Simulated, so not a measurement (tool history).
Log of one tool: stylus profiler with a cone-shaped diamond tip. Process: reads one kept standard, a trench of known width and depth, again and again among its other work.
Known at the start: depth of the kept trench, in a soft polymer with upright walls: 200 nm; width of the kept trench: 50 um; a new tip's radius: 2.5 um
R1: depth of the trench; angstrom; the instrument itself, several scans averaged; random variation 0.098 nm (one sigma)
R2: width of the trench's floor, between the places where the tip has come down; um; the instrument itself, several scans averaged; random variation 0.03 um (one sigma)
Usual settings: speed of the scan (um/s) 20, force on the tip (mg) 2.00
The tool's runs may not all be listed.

Run 1, day 0.000: usual settings. Result: R1 2020.0 angstrom, R2 47.75 um.
Run 2, day 1.108: usual settings. Result: R1 2023.0 angstrom, R2 47.69 um.
Run 3, day 2.108: usual settings. Result: R1 2023.7 angstrom, R2 47.72 um.
Run 4, day 3.262: usual settings. Result: R1 2020.9 angstrom, R2 47.75 um.
Run 5, day 4.475: usual settings but force on the tip (mg) 5.30. Result: R1 2043.7 angstrom, R2 47.79 um.
Run 6, day 5.754: usual settings but force on the tip (mg) 5.30. Result: R1 2043.9 angstrom, R2 47.82 um.
Run 7, day 7.050: usual settings but force on the tip (mg) 5.30. Result: R1 2046.1 angstrom, R2 47.76 um.
Run 8, day 7.679: usual settings but speed of the scan (um/s) 42, force on the tip (mg) 5.30. Result: R1 2044.3 angstrom, R2 47.70 um.
Run 9, day 8.692: usual settings but speed of the scan (um/s) 66. Result: R1 2021.4 angstrom, R2 47.59 um.
Run 10, day 9.333: usual settings but speed of the scan (um/s) 66. Result: R1 2021.3 angstrom, R2 47.57 um.
Run 11, day 10.371: usual settings but speed of the scan (um/s) 66. Result: R1 2020.9 angstrom, R2 47.62 um.
Run 12, day 11.029: usual settings but speed of the scan (um/s) 66. Result: R1 2022.0 angstrom, R2 47.54 um.
Run 13, day 12.192: usual settings but speed of the scan (um/s) 66. Result: R1 2021.2 angstrom, R2 47.51 um.
Run 14, day 13.571: usual settings but speed of the scan (um/s) 66. Result: R1 2020.6 angstrom, R2 47.60 um.
Run 15, day 14.758: usual settings but speed of the scan (um/s) 69. Result: R1 2021.6 angstrom, R2 47.49 um.
Run 16, day 15.583: usual settings but speed of the scan (um/s) 69. Result: R1 2020.8 angstrom, R2 47.54 um.
Run 17, day 16.271: usual settings but speed of the scan (um/s) 69. Result: R1 2021.1 angstrom, R2 47.55 um.
Run 18, day 17.729: usual settings but speed of the scan (um/s) 69, force on the tip (mg) 2.27. Result: R1 2024.4 angstrom, R2 47.54 um.
Run 19, day 18.650: usual settings but speed of the scan (um/s) 69, force on the tip (mg) 2.27. Result: R1 2022.4 angstrom, R2 47.50 um.
Run 20, day 19.354: usual settings but speed of the scan (um/s) 69, force on the tip (mg) 2.27. Result: R1 2023.5 angstrom, R2 47.57 um.
Run 21, day 20.212: usual settings but speed of the scan (um/s) 69, force on the tip (mg) 2.27. Result: R1 2022.8 angstrom, R2 47.50 um.
Run 22, day 21.492: usual settings. Result: R1 2020.2 angstrom, R2 47.68 um.
At day 21.592: height scale calibrated on a step standard.
Run 23, day 22.633: usual settings. Result: R1 2018.1 angstrom, R2 47.68 um.
Run 24, day 24.138: usual settings but speed of the scan (um/s) 15, force on the tip (mg) 2.26. Result: R1 2021.1 angstrom, R2 47.68 um.
Run 25, day 25.442: usual settings but speed of the scan (um/s) 8, force on the tip (mg) 2.26. Result: R1 2021.5 angstrom, R2 47.70 um.
Run 26, day 26.254: usual settings but force on the tip (mg) 0.92. Result: R1 2008.6 angstrom, R2 47.61 um.
Run 27, day 26.879: usual settings but force on the tip (mg) 0.92. Result: R1 2008.6 angstrom, R2 47.65 um.
Run 28, day 27.588: usual settings but speed of the scan (um/s) 7, force on the tip (mg) 3.00. Result: R1 2028.5 angstrom, R2 47.68 um.
Run 29, day 28.479: usual settings but speed of the scan (um/s) 66, force on the tip (mg) 3.88. Result: R1 2033.1 angstrom, R2 47.55 um.
Run 30, day 29.962: usual settings but speed of the scan (um/s) 66, force on the tip (mg) 3.88. Result: R1 2031.9 angstrom, R2 47.57 um.
At day 30.554: height scale calibrated on a step standard, once more.
Run 31, day 31.483: usual settings but speed of the scan (um/s) 55, force on the tip (mg) 1.21. Result: R1 2018.5 angstrom, R2 47.45 um.
Run 32, day 32.321: usual settings but force on the tip (mg) 5.71. Result: R1 2052.0 angstrom, R2 47.67 um.
Run 33, day 33.296: usual settings but force on the tip (mg) 5.71. Result: R1 2049.9 angstrom, R2 47.67 um.
Run 34, day 34.425: usual settings but speed of the scan (um/s) 75, force on the tip (mg) 3.61. Result: R1 2037.8 angstrom, R2 47.51 um.
Run 35, day 35.642: usual settings but speed of the scan (um/s) 75, force on the tip (mg) 1.09. Result: R1 2017.0 angstrom, R2 47.37 um.
Run 36, day 36.829: usual settings but force on the tip (mg) 3.02. Result: R1 2031.5 angstrom, R2 47.64 um.
Run 37, day 37.925: usual settings but force on the tip (mg) 3.02. Result: R1 2034.2 angstrom, R2 47.63 um.
Run 38, day 39.288: usual settings but speed of the scan (um/s) 48, force on the tip (mg) 1.18. Result: R1 2017.4 angstrom, R2 47.49 um.
Run 39, day 40.783: usual settings but speed of the scan (um/s) 48, force on the tip (mg) 1.18. Result: R1 2015.5 angstrom, R2 47.46 um.
Run 40, day 41.933: usual settings but speed of the scan (um/s) 48, force on the tip (mg) 1.18. Result: R1 2016.2 angstrom, R2 47.43 um.
Run 41, day 42.642: usual settings but speed of the scan (um/s) 31, force on the tip (mg) 2.96. Result: R1 2031.4 angstrom, R2 47.58 um.
Run 42, day 43.875: usual settings but speed of the scan (um/s) 44, force on the tip (mg) 0.88. Result: R1 2012.4 angstrom, R2 47.45 um.
Run 43, day 44.942: usual settings but speed of the scan (um/s) 44, force on the tip (mg) 0.88. Result: R1 2014.1 angstrom, R2 47.41 um.
Run 44, day 45.600: usual settings but speed of the scan (um/s) 42, force on the tip (mg) 0.88. Result: R1 2013.0 angstrom, R2 47.44 um.
Run 45, day 46.650: usual settings but speed of the scan (um/s) 42, force on the tip (mg) 0.88. Result: R1 2012.4 angstrom, R2 47.42 um.

3 ways to go on from here, each from the tool as it stands after run 45. What would each give?
Run A, day 48.004: usual settings but speed of the scan (um/s) 45, force on the tip (mg) 3.33. Result: R1 ?, R2 ?.
Run B, day 48.004: usual settings but speed of the scan (um/s) 10. Result: R1 ?, R2 ?.
Run C, day 48.004: usual settings but speed of the scan (um/s) 47, force on the tip (mg) 1.67. Result: R1 ?, R2 ?.

run      R1     R2
  A  2033.8  47.52
  B  2024.8  47.65
  C  2019.7  47.49
Without the tool's hidden state the same runs would have given:
run      R1     R2
  A  2035.0  47.93
  B  2026.0  48.05
  C  2020.9  47.89
